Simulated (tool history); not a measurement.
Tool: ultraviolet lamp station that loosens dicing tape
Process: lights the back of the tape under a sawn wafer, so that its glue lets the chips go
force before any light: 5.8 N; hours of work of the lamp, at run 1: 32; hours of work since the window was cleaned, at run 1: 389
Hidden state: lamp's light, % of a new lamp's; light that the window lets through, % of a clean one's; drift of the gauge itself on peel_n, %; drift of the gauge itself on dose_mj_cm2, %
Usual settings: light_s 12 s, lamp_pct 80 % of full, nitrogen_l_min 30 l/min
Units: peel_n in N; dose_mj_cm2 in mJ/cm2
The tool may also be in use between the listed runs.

| run | hour | light_s | lamp_pct | nitrogen_l_min | hours of work of the lamp | hours of work since the window was cleaned | peel_n | dose_mj_cm2 |
|---|---|---|---|---|---|---|---|---|
| 1 | 0 | 12 | 80 | 30 | 32 | 389 | 0.343 | 213 |
|  | 28.8 | window cleaned of glue's vapour |
| 2 | 41.9 | 12 | 80 | 30 | 64 | 10 | 0.385 | 203 |
| 3 | 80 | 19 | 80 | 30 | 93 | 39 | 0.232 | 318 |
| 4 | 124.6 | 19 | 80 | 30 | 127 | 74 | 0.235 | 310 |
| 5 | 185 | 12 | 80 | 30 | 174 | 120 | 0.411 | 189 |
|  | 217.9 | window cleaned of glue's vapour, once more |
| 6 | 247.3 | 16 | 80 | 30 | 221 | 23 | 0.245 | 304 |
| 7 | 273.6 | 12 | 80 | 20 | 241 | 43 | 0.385 | 220 |
| 8 | 329.7 | 12 | 80 | 20 | 285 | 86 | 0.403 | 219 |
| 9 | 389 | 23 | 91 | 38 | 330 | 131 | 0.217 | 468 |
| 10 | 450.6 | 23 | 91 | 38 | 377 | 179 | 0.211 | 461 |
| 11 | 498.9 | 9 | 75 | 32 | 414 | 216 | 0.667 | 141 |

Run 12 comes next. What will it give?
| 12 | 528.5 | 6 | 76 | 38 | 437 | 239 | ? | ? |

peel_n: 1.144 N
dose_mj_cm2: 97 mJ/cm2
Without the tool's hidden state the same run would have given peel_n 0.884 N, dose_mj_cm2 115 mJ/cm2.
